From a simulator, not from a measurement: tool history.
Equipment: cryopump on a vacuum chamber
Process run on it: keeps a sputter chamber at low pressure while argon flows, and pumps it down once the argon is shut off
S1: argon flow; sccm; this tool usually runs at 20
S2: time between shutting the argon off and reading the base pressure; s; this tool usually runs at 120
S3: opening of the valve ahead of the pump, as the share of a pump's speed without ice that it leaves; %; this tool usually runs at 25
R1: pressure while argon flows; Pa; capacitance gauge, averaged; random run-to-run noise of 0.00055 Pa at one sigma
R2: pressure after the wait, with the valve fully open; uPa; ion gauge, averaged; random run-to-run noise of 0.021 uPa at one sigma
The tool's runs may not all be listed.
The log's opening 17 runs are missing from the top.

| run | hour | S1 | S2 | S3 | R1 | R2 |
|---|---|---|---|---|---|---|
| 18 | 719.5 | 20 | 120 | 43 | 0.0345 | 2.13 |
| 19 | 775.4 | 20 | 37 | 25 | 0.0588 | 2.97 |
|  | 818.9 | leaking fittings of the chamber tightened, without venting |
| 20 | 818.9 | 20 | 164 | 23 | 0.0641 | 0.42 |
| 21 | 872.3 | 20 | 135 | 21 | 0.0698 | 0.50 |
| 22 | 904.8 | 20 | 135 | 21 | 0.0705 | 0.55 |
| 23 | 959.2 | 20 | 135 | 21 | 0.0703 | 0.56 |
| 24 | 1000.8 | 27 | 41 | 48 | 0.0439 | 1.33 |
| 25 | 1056.2 | 27 | 41 | 48 | 0.0447 | 1.39 |
| 26 | 1117.9 | 12 | 58 | 24 | 0.0375 | 1.12 |
| 27 | 1167.4 | 24 | 116 | 18 | 0.0985 | 0.78 |
| 28 | 1223.4 | 20 | 120 | 58 | 0.0274 | 0.85 |
| 29 | 1269.9 | 20 | 120 | 28 | 0.0550 | 0.88 |
| 30 | 1308.1 | 20 | 120 | 28 | 0.0549 | 0.90 |
| 31 | 1344.5 | 29 | 120 | 16 | 0.1358 | 0.94 |
| 32 | 1406.2 | 27 | 261 | 16 | 0.1249 | 0.81 |
| 33 | 1446.2 | 12 | 120 | 25 | 0.0373 | 1.01 |
| 34 | 1502.7 | 36 | 123 | 25 | 0.1115 | 1.09 |
| 35 | 1534.1 | 11 | 51 | 54 | 0.0169 | 1.59 |

Consider 3 possible next runs. They are alternatives, not a sequence: every one starts from the tool as it was left by run 35. What does each give?
| A | 1593.3 | 11 | 51 | 54 | ? | ? |
| B | 1593.3 | 28 | 113 | 27 | ? | ? |
| C | 1593.3 | 11 | 45 | 54 | ? | ? |

| run | R1 | R2 |
|---|---|---|
| A | 0.0172 | 1.72 |
| B | 0.0812 | 1.17 |
| C | 0.0166 | 1.76 |
Without the tool's unlogged condition, the same runs would have read:
| run | R1 | R2 |
|---|---|---|
| A | 0.0146 | 1.04 |
| B | 0.0746 | 0.51 |
| C | 0.0141 | 1.12 |

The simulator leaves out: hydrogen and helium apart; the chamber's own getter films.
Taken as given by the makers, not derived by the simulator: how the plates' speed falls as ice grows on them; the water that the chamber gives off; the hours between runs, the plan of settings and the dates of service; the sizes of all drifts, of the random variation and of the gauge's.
